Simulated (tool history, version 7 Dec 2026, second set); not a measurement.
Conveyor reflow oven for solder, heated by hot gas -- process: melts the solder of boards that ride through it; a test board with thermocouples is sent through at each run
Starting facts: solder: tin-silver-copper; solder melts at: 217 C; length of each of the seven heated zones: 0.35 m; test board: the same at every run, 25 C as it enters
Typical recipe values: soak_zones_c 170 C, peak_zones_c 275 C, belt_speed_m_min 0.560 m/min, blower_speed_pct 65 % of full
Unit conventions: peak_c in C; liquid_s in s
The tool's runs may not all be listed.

Run 1, day 0.000: usual settings. Result: peak_c 262.1 C, liquid_s 61.9 s.
Run 2, day 0.854: usual settings. Result: peak_c 262.1 C, liquid_s 61.9 s.
Run 3, day 1.504: usual settings. Result: peak_c 261.9 C, liquid_s 61.4 s.
Run 4, day 2.029: usual settings. Result: peak_c 262.0 C, liquid_s 61.5 s.
Run 5, day 2.517: usual settings. Result: peak_c 261.9 C, liquid_s 61.8 s.
Run 6, day 3.150: usual settings. Result: peak_c 261.7 C, liquid_s 61.7 s.
Run 7, day 3.608: usual settings but blower_speed_pct 69 % of full. Result: peak_c 263.0 C, liquid_s 62.5 s.
Run 8, day 4.312: usual settings but peak_zones_c 285 C, blower_speed_pct 69 % of full. Result: peak_c 272.4 C, liquid_s 66.8 s.
Run 9, day 5.042: usual settings but peak_zones_c 272 C. Result: peak_c 258.9 C, liquid_s 60.2 s.
Run 10, day 5.592: usual settings but blower_speed_pct 76 % of full. Result: peak_c 264.1 C, liquid_s 63.2 s.
Run 11, day 6.575: usual settings but soak_zones_c 177 C. Result: peak_c 262.9 C, liquid_s 64.5 s.
Run 12, day 7.408: usual settings but soak_zones_c 177 C. Result: peak_c 262.7 C, liquid_s 64.3 s.
Run 13, day 7.979: usual settings but soak_zones_c 177 C. Result: peak_c 262.7 C, liquid_s 64.2 s.
At day 8.238: flux residue cleaned out of gas plates and filters.
Run 14, day 9.088: usual settings but soak_zones_c 177 C. Result: peak_c 262.0 C, liquid_s 64.2 s.
Run 15, day 9.838: usual settings but soak_zones_c 177 C. Result: peak_c 262.3 C, liquid_s 64.0 s.
Run 16, day 10.875: usual settings but soak_zones_c 182 C, peak_zones_c 276 C, belt_speed_m_min 0.467 m/min, blower_speed_pct 57 % of full. Result: peak_c 266.5 C, liquid_s 82.1 s.
Run 17, day 11.446: usual settings but soak_zones_c 182 C, peak_zones_c 276 C, belt_speed_m_min 0.467 m/min, blower_speed_pct 57 % of full. Result: peak_c 266.5 C, liquid_s 82.0 s.
Run 18, day 11.958: usual settings but blower_speed_pct 57 % of full. Result: peak_c 258.5 C, liquid_s 59.3 s.
Run 19, day 12.983: usual settings but soak_zones_c 171 C, peak_zones_c 284 C, belt_speed_m_min 0.599 m/min, blower_speed_pct 83 % of full. Result: peak_c 271.3 C, liquid_s 62.2 s.
At day 13.825: flux residue cleaned out of gas plates and filters, once more.
At day 13.917: thermocouples of zones 6 and 7 changed.
Run 20, day 13.917: usual settings but soak_zones_c 182 C, peak_zones_c 285 C, belt_speed_m_min 0.550 m/min, blower_speed_pct 54 % of full. Result: peak_c 269.7 C, liquid_s 70.4 s.
Run 21, day 14.408: usual settings but soak_zones_c 182 C, peak_zones_c 285 C, belt_speed_m_min 0.550 m/min, blower_speed_pct 54 % of full. Result: peak_c 269.7 C, liquid_s 70.7 s.
Run 22, day 15.033: usual settings but soak_zones_c 182 C, peak_zones_c 285 C, belt_speed_m_min 0.550 m/min, blower_speed_pct 54 % of full. Result: peak_c 269.6 C, liquid_s 70.6 s.
Run 23, day 15.792: usual settings but peak_zones_c 277 C, blower_speed_pct 64 % of full. Result: peak_c 263.1 C, liquid_s 62.4 s.
Run 24, day 16.275: usual settings but blower_speed_pct 69 % of full. Result: peak_c 262.6 C, liquid_s 62.3 s.
Run 25, day 17.217: usual settings but soak_zones_c 162 C, peak_zones_c 287 C, belt_speed_m_min 0.600 m/min, blower_speed_pct 75 % of full. Result: peak_c 271.8 C, liquid_s 60.3 s.
Run 26, day 17.804: usual settings but soak_zones_c 162 C, peak_zones_c 287 C, belt_speed_m_min 0.600 m/min, blower_speed_pct 75 % of full. Result: peak_c 271.8 C, liquid_s 60.2 s.
Run 27, day 18.504: usual settings but soak_zones_c 157 C, peak_zones_c 265 C, belt_speed_m_min 0.473 m/min, blower_speed_pct 84 % of full. Result: peak_c 258.8 C, liquid_s 70.2 s.
Run 28, day 19.088: usual settings but belt_speed_m_min 0.670 m/min, blower_speed_pct 61 % of full. Result: peak_c 254.1 C, liquid_s 46.3 s.
Run 29, day 20.075: usual settings but belt_speed_m_min 0.670 m/min, blower_speed_pct 61 % of full. Result: peak_c 253.8 C, liquid_s 46.1 s.
Run 30, day 20.817: usual settings but belt_speed_m_min 0.670 m/min, blower_speed_pct 61 % of full. Result: peak_c 253.7 C, liquid_s 46.2 s.

Forecast each of these 3 alternatives for the next run:
Run A, day 21.796: usual settings but soak_zones_c 179 C, belt_speed_m_min 0.638 m/min, blower_speed_pct 69 % of full. Result: peak_c ?, liquid_s ?.
Run B, day 21.796: usual settings but soak_zones_c 178 C, peak_zones_c 272 C, belt_speed_m_min 0.565 m/min. Result: peak_c ?, liquid_s ?.
Run C, day 21.796: usual settings but soak_zones_c 172 C, belt_speed_m_min 0.611 m/min, blower_speed_pct 73 % of full. Result: peak_c ?, liquid_s ?.

run  peak_c  liquid_s
  A   259.6      55.4
  B   259.3      62.7
  C   260.6      56.6
Take away the tool's hidden state, keep each run's random variation, and the runs would have read:
run  peak_c  liquid_s
  A   260.1      55.2
  B   259.6      62.4
  C   261.1      56.4

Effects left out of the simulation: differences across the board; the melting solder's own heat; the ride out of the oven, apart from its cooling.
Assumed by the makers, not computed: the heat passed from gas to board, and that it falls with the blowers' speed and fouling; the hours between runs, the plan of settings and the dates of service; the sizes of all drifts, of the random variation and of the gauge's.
